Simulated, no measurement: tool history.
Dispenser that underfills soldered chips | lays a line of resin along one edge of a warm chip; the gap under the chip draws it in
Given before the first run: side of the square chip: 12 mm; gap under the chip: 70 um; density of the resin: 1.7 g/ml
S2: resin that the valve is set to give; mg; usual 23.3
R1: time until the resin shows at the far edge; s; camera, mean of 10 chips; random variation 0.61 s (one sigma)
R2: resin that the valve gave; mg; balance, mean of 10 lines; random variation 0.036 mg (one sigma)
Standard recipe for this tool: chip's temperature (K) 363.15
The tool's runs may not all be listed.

run 1 hour=0.0 | chip's_temperature_(K)=363.15 S2=23.3 | R1=72.6 R2=23.02
-- hour=5.7 new syringe of resin
run 2 hour=9.4 | chip's_temperature_(K)=363.15 S2=23.3 | R1=61.6 R2=22.99
run 3 hour=18.4 | chip's_temperature_(K)=363.15 S2=23.3 | R1=81.8 R2=22.98
-- hour=20.9 new syringe of resin
run 4 hour=26.6 | chip's_temperature_(K)=363.15 S2=23.3 | R1=63.6 R2=22.88
-- hour=33.0 dispensing valve cleaned and set on the balance
-- hour=36.8 new syringe of resin
run 5 hour=36.8 | chip's_temperature_(K)=363.15 S2=23.3 | R1=55.0 R2=23.15
run 6 hour=48.4 | chip's_temperature_(K)=363.15 S2=28.8 | R1=74.9 R2=28.59
-- hour=51.9 new syringe of resin
run 7 hour=53.7 | chip's_temperature_(K)=363.15 S2=23.3 | R1=57.4 R2=23.07
run 8 hour=63.5 | chip's_temperature_(K)=363.15 S2=25.6 | R1=74.9 R2=25.31
-- hour=66.9 new syringe of resin
run 9 hour=69.3 | chip's_temperature_(K)=363.15 S2=26.5 | R1=59.6 R2=26.15
run 10 hour=75.6 | chip's_temperature_(K)=363.15 S2=28.9 | R1=69.7 R2=28.47
-- hour=81.9 new syringe of resin
run 11 hour=87.3 | chip's_temperature_(K)=363.15 S2=23.3 | R1=65.0 R2=22.89
run 12 hour=93.5 | chip's_temperature_(K)=359.15 S2=23.3 | R1=92.1 R2=22.87
-- hour=97.3 new syringe of resin
run 13 hour=101.7 | chip's_temperature_(K)=359.15 S2=23.3 | R1=74.8 R2=22.81
run 14 hour=106.5 | chip's_temperature_(K)=359.15 S2=23.3 | R1=85.1 R2=22.75
-- hour=108.6 dispensing valve cleaned and set on the balance
-- hour=113.9 new syringe of resin
run 15 hour=118.7 | chip's_temperature_(K)=363.15 S2=23.3 | R1=65.4 R2=23.20
run 16 hour=124.5 | chip's_temperature_(K)=363.15 S2=23.3 | R1=77.3 R2=23.19
-- hour=129.0 new syringe of resin
run 17 hour=134.4 | chip's_temperature_(K)=363.15 S2=23.3 | R1=64.6 R2=23.12
run 18 hour=139.6 | chip's_temperature_(K)=370.15 S2=26.3 | R1=57.0 R2=25.97
-- hour=144.3 new syringe of resin
run 19 hour=150.6 | chip's_temperature_(K)=366.15 S2=22.9 | R1=59.6 R2=22.61
-- hour=159.0 new syringe of resin
run 20 hour=159.5 | chip's_temperature_(K)=359.15 S2=21.1 | R1=69.8 R2=20.82
run 21 hour=168.2 | chip's_temperature_(K)=359.15 S2=21.1 | R1=88.6 R2=20.69
-- hour=174.4 new syringe of resin
run 22 hour=179.6 | chip's_temperature_(K)=363.15 S2=26.8 | R1=64.6 R2=26.23
-- hour=183.4 dispensing valve cleaned and set on the balance
-- hour=190.1 new syringe of resin
run 23 hour=192.4 | chip's_temperature_(K)=375.15 S2=20.9 | R1=38.4 R2=20.81
run 24 hour=198.8 | chip's_temperature_(K)=357.15 S2=20.2 | R1=97.1 R2=20.13
-- hour=204.8 new syringe of resin
run 25 hour=208.9 | chip's_temperature_(K)=370.15 S2=20.0 | R1=50.8 R2=19.84
run 26 hour=217.7 | chip's_temperature_(K)=370.15 S2=20.0 | R1=64.9 R2=19.83
-- hour=219.9 new syringe of resin
run 27 hour=228.6 | chip's_temperature_(K)=370.15 S2=25.3 | R1=53.0 R2=25.02
-- hour=235.1 new syringe of resin
run 28 hour=236.6 | chip's_temperature_(K)=364.15 S2=20.5 | R1=59.2 R2=20.24
run 29 hour=247.1 | chip's_temperature_(K)=364.15 S2=20.5 | R1=81.0 R2=20.18
-- hour=250.2 new syringe of resin
-- hour=258.5 dispensing valve cleaned and set on the balance
run 30 hour=259.7 | chip's_temperature_(K)=349.15 S2=29.6 | R1=128.9 R2=29.44
-- hour=266.4 new syringe of resin
run 31 hour=271.0 | chip's_temperature_(K)=363.15 S2=29.2 | R1=62.5 R2=29.10
-- hour=281.3 new syringe of resin
run 32 hour=281.5 | chip's_temperature_(K)=375.15 S2=21.9 | R1=35.1 R2=21.73
run 33 hour=288.2 | chip's_temperature_(K)=355.15 S2=27.9 | R1=93.8 R2=27.63

Forecast each of these 4 alternatives for the next run:
-- hour=296.2 new syringe of resin
run A hour=297.8 | chip's_temperature_(K)=362.15 S2=29.2 | R1=? R2=?
-- hour=296.2 new syringe of resin
run B hour=297.8 | chip's_temperature_(K)=363.15 S2=27.7 | R1=? R2=?
-- hour=296.2 new syringe of resin
run C hour=297.8 | chip's_temperature_(K)=370.15 S2=22.8 | R1=? R2=?
-- hour=296.2 new syringe of resin
run D hour=297.8 | chip's_temperature_(K)=363.15 S2=22.5 | R1=? R2=?

run=A R1=58.9 R2=28.84
run=B R1=57.1 R2=27.29
run=C R1=45.0 R2=22.55
run=D R1=59.5 R2=22.24
Stripped of hidden state, with their random variation kept, the same runs would have yielded:
run=A R1=53.6 R2=29.18
run=B R1=51.9 R2=27.61
run=C R1=40.9 R2=22.82
run=D R1=54.0 R2=22.50

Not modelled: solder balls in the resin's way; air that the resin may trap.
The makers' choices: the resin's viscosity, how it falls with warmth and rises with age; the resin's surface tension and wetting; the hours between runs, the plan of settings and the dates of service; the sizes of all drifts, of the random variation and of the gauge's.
